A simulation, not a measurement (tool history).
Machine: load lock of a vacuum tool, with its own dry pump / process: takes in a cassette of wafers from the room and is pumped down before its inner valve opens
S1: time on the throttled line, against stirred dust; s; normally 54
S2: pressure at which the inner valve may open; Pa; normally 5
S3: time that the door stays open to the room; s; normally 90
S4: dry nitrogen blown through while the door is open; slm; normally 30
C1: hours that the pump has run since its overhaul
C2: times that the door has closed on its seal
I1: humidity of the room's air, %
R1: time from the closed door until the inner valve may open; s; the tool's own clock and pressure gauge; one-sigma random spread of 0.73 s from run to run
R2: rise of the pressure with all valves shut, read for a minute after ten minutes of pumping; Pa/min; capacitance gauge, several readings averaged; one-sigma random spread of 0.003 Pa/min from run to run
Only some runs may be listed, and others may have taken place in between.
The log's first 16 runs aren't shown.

run 17 day=295.758 | S1=54 S2=5 S3=90 S4=5 | C1=1356 C2=31809 | I1=44.2 | R1=117 R2=0.112
run 18 day=315.175 | S1=54 S2=5 S3=90 S4=30 | C1=1822 C2=33689 | I1=43.8 | R1=116.8 R2=0.097
run 19 day=335.817 | S1=88 S2=5 S3=75 S4=38 | C1=2318 C2=35686 | I1=44.8 | R1=141.6 R2=0.095
run 20 day=351.738 | S1=88 S2=9 S3=75 S4=12 | C1=2700 C2=37228 | I1=45.9 | R1=136.5 R2=0.128
run 21 day=364.4 | S1=54 S2=5 S3=96 S4=5 | C1=3004 C2=38453 | I1=44.9 | R1=117.8 R2=0.145
run 22 day=386.133 | S1=84 S2=5 S3=96 S4=33 | C1=3525 C2=40557 | I1=45.8 | R1=140.7 R2=0.119
run 23 day=397.308 | S1=84 S2=5 S3=96 S4=33 | C1=3793 C2=41638 | I1=47.8 | R1=140.2 R2=0.126
run 24 day=419.742 | S1=41 S2=5 S3=90 S4=30 | C1=4332 C2=43810 | I1=45.8 | R1=109.4 R2=0.134
run 25 day=435.779 | S1=41 S2=5 S3=90 S4=30 | C1=4717 C2=45362 | I1=43.6 | R1=108.9 R2=0.135
run 26 day=455.517 | S1=41 S2=7 S3=90 S4=11 | C1=5190 C2=47273 | I1=45 | R1=105.5 R2=0.163
run 27 day=478.688 | S1=95 S2=7 S3=54 S4=15 | C1=5747 C2=49515 | I1=45.7 | R1=147.6 R2=0.153
run 28 day=488.258 | S1=54 S2=6 S3=90 S4=30 | C1=5976 C2=50442 | I1=47.4 | R1=118.1 R2=0.15
run 29 day=508.342 | S1=54 S2=6 S3=90 S4=30 | C1=6458 C2=52386 | I1=43.9 | R1=117.4 R2=0.164
run 30 day=520.662 | S1=54 S2=8 S3=98 S4=30 | C1=6754 C2=53578 | I1=45.6 | R1=114.9 R2=0.165
run 31 day=541.708 | S1=54 S2=8 S3=98 S4=30 | C1=7259 C2=55616 | I1=44.8 | R1=115.1 R2=0.172
run 32 day=561.696 | S1=54 S2=5 S3=94 S4=11 | C1=7739 C2=57550 | I1=45 | R1=118.8 R2=0.197
run 33 day=580.962 | S1=44 S2=4 S3=115 S4=6 | C1=8201 C2=59415 | I1=44.7 | R1=114.7 R2=0.222
run 34 day=598.604 | S1=64 S2=5 S3=27 S4=42 | C1=8625 C2=61123 | I1=46.1 | R1=126.9 R2=0.189
run 35 day=618.05 | S1=102 S2=5 S3=37 S4=30 | C1=9091 C2=63005 | I1=46.4 | R1=155.3 R2=0.199
run 36 day=636.021 | S1=79 S2=6 S3=37 S4=5 | C1=9523 C2=64744 | I1=45.4 | R1=135.7 R2=0.222

3 ways to go on from here, each from the tool as it stands after run 36. What would each give?
run A day=657.758 | S1=54 S2=9 S3=90 S4=7 | C1=10044 C2=66848 | I1=44.1 | R1=? R2=?
run B day=657.758 | S1=79 S2=6 S3=37 S4=33 | C1=10044 C2=66848 | I1=45.7 | R1=? R2=?
run C day=657.758 | S1=54 S2=5 S3=90 S4=25 | C1=10044 C2=66848 | I1=47 | R1=? R2=?

run=A R1=115.5 R2=0.247
run=B R1=136.7 R2=0.217
run=C R1=119.5 R2=0.219
With the hidden condition removed and each run's random variation left untouched, the same runs would have given:
run=A R1=111.9 R2=0.052
run=B R1=133.2 R2=0.021
run=C R1=115.4 R2=0.025
